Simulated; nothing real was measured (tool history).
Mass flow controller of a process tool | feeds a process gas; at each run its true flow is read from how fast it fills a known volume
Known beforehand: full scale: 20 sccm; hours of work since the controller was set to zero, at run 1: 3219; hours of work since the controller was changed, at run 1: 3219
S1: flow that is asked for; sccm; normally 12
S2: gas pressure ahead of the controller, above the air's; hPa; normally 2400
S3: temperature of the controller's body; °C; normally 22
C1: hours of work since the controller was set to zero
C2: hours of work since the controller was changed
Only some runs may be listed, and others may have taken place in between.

{"run": 1, "hour": 0.0, "S1": 12, "S2": 2400, "S3": 22, "C1": 3219, "C2": 3219, "true flow (%)": 98.32}
{"run": 2, "hour": 163.1, "S1": 12, "S2": 2400, "S3": 22, "C1": 3312, "C2": 3312, "true flow (%)": 98.51}
{"run": 3, "hour": 310.8, "S1": 12, "S2": 2400, "S3": 22, "C1": 3397, "C2": 3397, "true flow (%)": 98.56}
{"run": 4, "hour": 559.1, "S1": 12, "S2": 2400, "S3": 22, "C1": 3538, "C2": 3538, "true flow (%)": 98.54}
{"run": 5, "hour": 764.8, "S1": 12, "S2": 2400, "S3": 22, "C1": 3655, "C2": 3655, "true flow (%)": 98.73}
{"run": 6, "hour": 1030.4, "S1": 12, "S2": 1520, "S3": 22, "C1": 3807, "C2": 3807, "true flow (%)": 99.32}
{"run": 7, "hour": 1339.7, "S1": 12, "S2": 2400, "S3": 29, "C1": 3983, "C2": 3983, "true flow (%)": 99.64}
{"run": 8, "hour": 1575.7, "S1": 12, "S2": 2400, "S3": 29, "C1": 4118, "C2": 4118, "true flow (%)": 99.78}
{"run": 9, "hour": 1886.6, "S1": 12, "S2": 2400, "S3": 29, "C1": 4295, "C2": 4295, "true flow (%)": 99.9}
{"run": 10, "hour": 2176.7, "S1": 12, "S2": 2400, "S3": 29, "C1": 4460, "C2": 4460, "true flow (%)": 100.21}
{"run": 11, "hour": 2435.9, "S1": 12, "S2": 2400, "S3": 23, "C1": 4608, "C2": 4608, "true flow (%)": 99.54}
{"run": 12, "hour": 2650.2, "S1": 12, "S2": 1680, "S3": 20, "C1": 4730, "C2": 4730, "true flow (%)": 99.91}
{"run": 13, "hour": 2798.7, "S1": 2, "S2": 1440, "S3": 23, "C1": 4815, "C2": 4815, "true flow (%)": 99.05}
{"run": 14, "hour": 2943.3, "S1": 12, "S2": 2570, "S3": 25, "C1": 4897, "C2": 4897, "true flow (%)": 100.11}
{"run": 15, "hour": 3270.0, "S1": 12, "S2": 2570, "S3": 25, "C1": 5084, "C2": 5084, "true flow (%)": 100.17}
{"run": 16, "hour": 3541.4, "S1": 12, "S2": 2570, "S3": 25, "C1": 5238, "C2": 5238, "true flow (%)": 100.2}
{"run": 17, "hour": 3759.4, "S1": 12, "S2": 2570, "S3": 25, "C1": 5363, "C2": 5363, "true flow (%)": 100.42}
{"run": 18, "hour": 3909.0, "S1": 12, "S2": 2570, "S3": 27, "C1": 5448, "C2": 5448, "true flow (%)": 100.67}
{"run": 19, "hour": 4046.3, "S1": 15, "S2": 2520, "S3": 24, "C1": 5526, "C2": 5526, "true flow (%)": 101.02}
{"run": 20, "hour": 4356.7, "S1": 12, "S2": 2520, "S3": 36, "C1": 5703, "C2": 5703, "true flow (%)": 102.0}
{"run": 21, "hour": 4562.0, "S1": 12, "S2": 2090, "S3": 31, "C1": 5820, "C2": 5820, "true flow (%)": 101.63}
{"run": 22, "hour": 4731.6, "S1": 12, "S2": 2090, "S3": 31, "C1": 5917, "C2": 5917, "true flow (%)": 101.85}

What if the next run were any one of these 3? Each begins from the tool's condition after run 22:
{"run": "A", "hour": 5023.2, "S1": 13, "S2": 1650, "S3": 29, "C1": 6083, "C2": 6083, "true flow (%)": "?"}
{"run": "B", "hour": 5023.2, "S1": 10, "S2": 2090, "S3": 22, "C1": 6083, "C2": 6083, "true flow (%)": "?"}
{"run": "C", "hour": 5023.2, "S1": 12, "S2": 1900, "S3": 34, "C1": 6083, "C2": 6083, "true flow (%)": "?"}

run=A true_flow_(%)=102.03
run=B true_flow_(%)=100.81
run=C true_flow_(%)=102.28
The same runs, with their run-to-run variation unchanged, on a tool lacking any hidden condition would have given:
run=A true_flow_(%)=99.51
run=B true_flow_(%)=98.32
run=C true_flow_(%)=99.74
